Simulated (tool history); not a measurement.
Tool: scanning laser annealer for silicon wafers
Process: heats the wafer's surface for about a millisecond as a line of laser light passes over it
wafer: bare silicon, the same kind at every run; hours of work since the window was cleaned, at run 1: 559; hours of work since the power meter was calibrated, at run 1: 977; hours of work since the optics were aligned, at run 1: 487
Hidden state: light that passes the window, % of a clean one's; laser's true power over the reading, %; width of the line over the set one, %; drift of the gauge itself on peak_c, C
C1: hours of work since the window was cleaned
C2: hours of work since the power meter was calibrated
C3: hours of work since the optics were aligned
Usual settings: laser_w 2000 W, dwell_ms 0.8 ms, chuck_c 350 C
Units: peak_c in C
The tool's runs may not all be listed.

{"run": 1, "hour": 0.0, "laser_w": 2000, "dwell_ms": 0.8, "chuck_c": 350, "C1": 559, "C2": 977, "C3": 487, "peak_c": 1140}
{"run": 2, "hour": 28.3, "laser_w": 2000, "dwell_ms": 0.8, "chuck_c": 350, "C1": 582, "C2": 999, "C3": 510, "peak_c": 1138}
{"run": 3, "hour": 43.9, "laser_w": 2000, "dwell_ms": 0.8, "chuck_c": 350, "C1": 594, "C2": 1012, "C3": 522, "peak_c": 1137}
{"run": 4, "hour": 62.2, "laser_w": 2000, "dwell_ms": 0.8, "chuck_c": 350, "C1": 609, "C2": 1026, "C3": 537, "peak_c": 1139}
{"run": 5, "hour": 77.6, "laser_w": 2000, "dwell_ms": 0.8, "chuck_c": 350, "C1": 621, "C2": 1038, "C3": 549, "peak_c": 1134}
{"run": 6, "hour": 96.7, "laser_w": 2000, "dwell_ms": 0.84, "chuck_c": 350, "C1": 636, "C2": 1053, "C3": 564, "peak_c": 1161}
{"run": 7, "hour": 115.1, "laser_w": 2000, "dwell_ms": 0.978, "chuck_c": 350, "C1": 651, "C2": 1068, "C3": 579, "peak_c": 1226}
{"run": 8, "hour": 129.2, "laser_w": 2000, "dwell_ms": 0.978, "chuck_c": 350, "C1": 662, "C2": 1079, "C3": 590, "peak_c": 1225}
{"run": 9, "hour": 151.4, "laser_w": 1916, "dwell_ms": 0.978, "chuck_c": 350, "C1": 679, "C2": 1097, "C3": 607, "peak_c": 1184}
{"run": 10, "hour": 171.7, "laser_w": 2000, "dwell_ms": 0.728, "chuck_c": 350, "C1": 695, "C2": 1113, "C3": 623, "peak_c": 1098}
{"run": 11, "hour": 192.0, "laser_w": 2000, "dwell_ms": 0.728, "chuck_c": 350, "C1": 711, "C2": 1129, "C3": 640, "peak_c": 1096}
{"run": 12, "hour": 220.5, "laser_w": 2000, "dwell_ms": 0.728, "chuck_c": 350, "C1": 734, "C2": 1152, "C3": 662, "peak_c": 1094}
{"run": 13, "hour": 248.9, "laser_w": 2000, "dwell_ms": 0.8, "chuck_c": 350, "C1": 757, "C2": 1174, "C3": 685, "peak_c": 1133}
{"run": 14, "hour": 267.3, "laser_w": 2000, "dwell_ms": 0.8, "chuck_c": 350, "C1": 771, "C2": 1189, "C3": 699, "peak_c": 1135}
{"run": 15, "hour": 291.3, "laser_w": 2000, "dwell_ms": 0.8, "chuck_c": 350, "C1": 790, "C2": 1208, "C3": 718, "peak_c": 1135}
{"hour": 299.3, "done": "optics aligned, line set to its width"}
{"run": 16, "hour": 319.1, "laser_w": 2000, "dwell_ms": 0.8, "chuck_c": 350, "C1": 808, "C2": 1226, "C3": 16, "peak_c": 1130}
{"run": 17, "hour": 353.5, "laser_w": 2000, "dwell_ms": 0.8, "chuck_c": 373, "C1": 836, "C2": 1253, "C3": 43, "peak_c": 1151}
{"run": 18, "hour": 377.6, "laser_w": 2000, "dwell_ms": 0.8, "chuck_c": 373, "C1": 855, "C2": 1272, "C3": 62, "peak_c": 1149}
{"hour": 385.2, "done": "optics aligned, line set to its width, once more"}
{"run": 19, "hour": 415.4, "laser_w": 2000, "dwell_ms": 0.8, "chuck_c": 373, "C1": 881, "C2": 1298, "C3": 24, "peak_c": 1159}
{"run": 20, "hour": 441.5, "laser_w": 2000, "dwell_ms": 0.8, "chuck_c": 358, "C1": 901, "C2": 1319, "C3": 45, "peak_c": 1143}
{"run": 21, "hour": 464.1, "laser_w": 2000, "dwell_ms": 0.8, "chuck_c": 358, "C1": 919, "C2": 1337, "C3": 63, "peak_c": 1141}
{"run": 22, "hour": 481.6, "laser_w": 2000, "dwell_ms": 0.8, "chuck_c": 358, "C1": 933, "C2": 1351, "C3": 76, "peak_c": 1142}
{"run": 23, "hour": 508.3, "laser_w": 2000, "dwell_ms": 0.8, "chuck_c": 358, "C1": 954, "C2": 1372, "C3": 98, "peak_c": 1142}
{"hour": 516.3, "done": "window over the wafer cleaned"}
{"run": 24, "hour": 540.7, "laser_w": 2000, "dwell_ms": 0.8, "chuck_c": 358, "C1": 19, "C2": 1396, "C3": 122, "peak_c": 1154}
{"run": 25, "hour": 572.4, "laser_w": 2000, "dwell_ms": 0.8, "chuck_c": 358, "C1": 44, "C2": 1421, "C3": 147, "peak_c": 1153}
{"run": 26, "hour": 594.3, "laser_w": 1721, "dwell_ms": 0.727, "chuck_c": 362, "C1": 62, "C2": 1438, "C3": 164, "peak_c": 1011}
{"run": 27, "hour": 629.3, "laser_w": 2000, "dwell_ms": 0.8, "chuck_c": 385, "C1": 90, "C2": 1466, "C3": 192, "peak_c": 1177}
{"run": 28, "hour": 649.6, "laser_w": 1872, "dwell_ms": 0.824, "chuck_c": 378, "C1": 106, "C2": 1482, "C3": 208, "peak_c": 1130}
{"run": 29, "hour": 681.5, "laser_w": 1895, "dwell_ms": 0.69, "chuck_c": 378, "C1": 131, "C2": 1508, "C3": 233, "peak_c": 1070}
{"run": 30, "hour": 705.1, "laser_w": 2020, "dwell_ms": 0.78, "chuck_c": 316, "C1": 150, "C2": 1526, "C3": 252, "peak_c": 1106}
{"run": 31, "hour": 731.4, "laser_w": 2162, "dwell_ms": 0.8, "chuck_c": 355, "C1": 171, "C2": 1547, "C3": 273, "peak_c": 1212}
{"run": 32, "hour": 752.4, "laser_w": 2162, "dwell_ms": 0.909, "chuck_c": 341, "C1": 187, "C2": 1564, "C3": 290, "peak_c": 1259}
{"run": 33, "hour": 778.9, "laser_w": 1954, "dwell_ms": 0.719, "chuck_c": 363, "C1": 208, "C2": 1585, "C3": 311, "peak_c": 1095}
{"run": 34, "hour": 800.2, "laser_w": 1954, "dwell_ms": 0.719, "chuck_c": 363, "C1": 225, "C2": 1602, "C3": 327, "peak_c": 1090}
{"run": 35, "hour": 827.5, "laser_w": 2019, "dwell_ms": 0.796, "chuck_c": 363, "C1": 247, "C2": 1623, "C3": 349, "peak_c": 1156}
{"run": 36, "hour": 856.3, "laser_w": 2019, "dwell_ms": 0.796, "chuck_c": 363, "C1": 270, "C2": 1646, "C3": 372, "peak_c": 1157}
{"run": 37, "hour": 881.4, "laser_w": 1863, "dwell_ms": 0.586, "chuck_c": 328, "C1": 289, "C2": 1666, "C3": 392, "peak_c": 948}
{"run": 38, "hour": 906.4, "laser_w": 1863, "dwell_ms": 0.586, "chuck_c": 328, "C1": 309, "C2": 1686, "C3": 412, "peak_c": 948}
{"run": 39, "hour": 941.1, "laser_w": 1921, "dwell_ms": 0.662, "chuck_c": 336, "C1": 337, "C2": 1713, "C3": 439, "peak_c": 1020}
{"run": 40, "hour": 963.5, "laser_w": 1921, "dwell_ms": 0.662, "chuck_c": 336, "C1": 355, "C2": 1731, "C3": 457, "peak_c": 1015}
{"run": 41, "hour": 990.5, "laser_w": 1921, "dwell_ms": 0.662, "chuck_c": 336, "C1": 376, "C2": 1753, "C3": 478, "peak_c": 1017}
{"run": 42, "hour": 1012.6, "laser_w": 1813, "dwell_ms": 0.662, "chuck_c": 330, "C1": 393, "C2": 1770, "C3": 496, "peak_c": 968}

Forecast each of these 3 alternatives for the next run:
{"run": "A", "hour": 1029.5, "laser_w": 2154, "dwell_ms": 0.749, "chuck_c": 330, "C1": 407, "C2": 1784, "C3": 509, "peak_c": "?"}
{"run": "B", "hour": 1029.5, "laser_w": 1834, "dwell_ms": 0.8, "chuck_c": 350, "C1": 407, "C2": 1784, "C3": 509, "peak_c": "?"}
{"run": "C", "hour": 1029.5, "laser_w": 1813, "dwell_ms": 0.662, "chuck_c": 380, "C1": 407, "C2": 1784, "C3": 509, "peak_c": "?"}

run=A peak_c=1150
run=B peak_c=1064
run=C peak_c=1021
Without the tool's hidden state the same runs would have given:
run=A peak_c=1178
run=B peak_c=1088
run=C peak_c=1043

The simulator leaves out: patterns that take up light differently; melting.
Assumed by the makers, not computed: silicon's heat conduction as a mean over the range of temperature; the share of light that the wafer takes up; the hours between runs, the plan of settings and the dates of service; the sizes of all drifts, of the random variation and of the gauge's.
